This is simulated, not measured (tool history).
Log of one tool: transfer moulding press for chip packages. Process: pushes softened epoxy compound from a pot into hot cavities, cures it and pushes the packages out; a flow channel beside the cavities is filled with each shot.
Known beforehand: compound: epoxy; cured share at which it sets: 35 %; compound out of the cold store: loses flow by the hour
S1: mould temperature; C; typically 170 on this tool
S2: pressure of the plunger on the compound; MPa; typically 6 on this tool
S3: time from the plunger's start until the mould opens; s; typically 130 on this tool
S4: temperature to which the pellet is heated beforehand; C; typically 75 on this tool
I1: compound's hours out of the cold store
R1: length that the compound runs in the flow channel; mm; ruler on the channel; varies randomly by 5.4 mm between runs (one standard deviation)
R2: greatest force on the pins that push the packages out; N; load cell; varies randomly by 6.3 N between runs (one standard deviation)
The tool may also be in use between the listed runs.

| run | hour | S1 | S2 | S3 | S4 | I1 | R1 | R2 |
|---|---|---|---|---|---|---|---|---|
| 1 | 0 | 170 | 6 | 130 | 75 | 14.4 | 908 | 538 |
|  | 12.9 | cavities cleaned with cleaning compound and waxed |
| 2 | 55.6 | 170 | 6 | 130 | 75 | 30.7 | 833 | 441 |
|  | 131.7 | cavities cleaned with cleaning compound and waxed |
| 3 | 135.7 | 170 | 6 | 130 | 75 | 20.3 | 870 | 272 |
| 4 | 209 | 170 | 6 | 130 | 75 | 23.7 | 846 | 502 |
|  | 250.7 | cavities cleaned with cleaning compound and waxed |
| 5 | 256.3 | 170 | 6 | 130 | 75 | 30.4 | 821 | 273 |
| 6 | 335.4 | 170 | 6 | 114 | 75 | 42.4 | 768 | 615 |
|  | 369.1 | cavities cleaned with cleaning compound and waxed |
| 7 | 406.2 | 170 | 6 | 130 | 75 | 26.5 | 816 | 397 |
| 8 | 467.9 | 170 | 6 | 130 | 75 | 13.9 | 861 | 507 |
|  | 487.9 | cavities cleaned with cleaning compound and waxed |
| 9 | 523 | 170 | 6 | 130 | 75 | 12.8 | 873 | 416 |
|  | 572.7 | plunger's sealing rings changed |
| 10 | 602.1 | 170 | 6 | 130 | 75 | 15.7 | 891 | 514 |
|  | 610 | cavities cleaned with cleaning compound and waxed |
| 11 | 680.4 | 170 | 6 | 130 | 75 | 9.1 | 927 | 483 |
|  | 726.5 | cavities cleaned with cleaning compound and waxed |
| 12 | 733.8 | 164 | 6 | 130 | 75 | 38.6 | 799 | 374 |
| 13 | 771.3 | 164 | 6 | 130 | 75 | 10.6 | 918 | 668 |
| 14 | 820.3 | 164 | 6 | 130 | 75 | 34.1 | 822 | 706 |
|  | 844.7 | cavities cleaned with cleaning compound and waxed |
|  | 861.7 | mould's thermocouples calibrated |
| 15 | 892 | 164 | 6 | 130 | 75 | 25 | 850 | 661 |
|  | 962.7 | cavities cleaned with cleaning compound and waxed |
| 16 | 962.7 | 170 | 7.39 | 123 | 75 | 37.7 | 869 | 275 |
| 17 | 998.7 | 170 | 5.34 | 130 | 78 | 12.4 | 823 | 426 |
| 18 | 1043.9 | 178 | 7.22 | 151 | 72 | 41.5 | 827 | 378 |
|  | 1083.4 | cavities cleaned with cleaning compound and waxed |
| 19 | 1099.9 | 178 | 4.83 | 151 | 72 | 19 | 746 | 263 |
| 20 | 1165.8 | 164 | 6.84 | 118 | 73 | 37 | 846 | 909 |
|  | 1198.9 | plunger's sealing rings changed |
|  | 1206.4 | cavities cleaned with cleaning compound and waxed |
| 21 | 1235.8 | 172 | 6 | 121 | 75 | 18.3 | 892 | 399 |
| 22 | 1313.1 | 172 | 6 | 121 | 75 | 25 | 846 | 522 |
|  | 1327.5 | cavities cleaned with cleaning compound and waxed |
| 23 | 1368.2 | 172 | 5.2 | 121 | 75 | 8.2 | 849 | 443 |
| 24 | 1414 | 172 | 5.2 | 152 | 71 | 15 | 816 | 425 |
|  | 1443.1 | cavities cleaned with cleaning compound and waxed |
| 25 | 1469.6 | 172 | 5.2 | 126 | 80 | 36.1 | 740 | 359 |
| 26 | 1513.6 | 176 | 4.76 | 130 | 75 | 29.3 | 711 | 421 |
|  | 1562.1 | cavities cleaned with cleaning compound and waxed |
| 27 | 1587.9 | 170 | 7.04 | 152 | 75 | 17.5 | 940 | 315 |

Same runs, no hidden state in the tool, same run-to-run variation:
Hidden state at play: true mould temperature over the reading, C; pressure that reaches the compound, % of what is set; grip of the stained cavities, % over clean ones'; drift of the gauge itself on flow_mm, %; drift of the gauge itself on push_out_n, %.
| run | R1 | R2 |
|---|---|---|
| 1 | 913 | 241 |
| 2 | 842 | 238 |
| 3 | 885 | 249 |
| 4 | 867 | 241 |
| 5 | 845 | 241 |
| 6 | 796 | 295 |
| 7 | 852 | 234 |
| 8 | 904 | 242 |
| 9 | 922 | 248 |
| 10 | 896 | 238 |
| 11 | 940 | 248 |
| 12 | 813 | 337 |
| 13 | 938 | 390 |
| 14 | 845 | 350 |
| 15 | 875 | 349 |
| 16 | 901 | 274 |
| 17 | 857 | 244 |
| 18 | 864 | 178 |
| 19 | 783 | 183 |
| 20 | 893 | 433 |
| 21 | 896 | 239 |
| 22 | 855 | 240 |
| 23 | 863 | 248 |
| 24 | 833 | 197 |
| 25 | 759 | 222 |
| 26 | 732 | 205 |
| 27 | 975 | 201 |
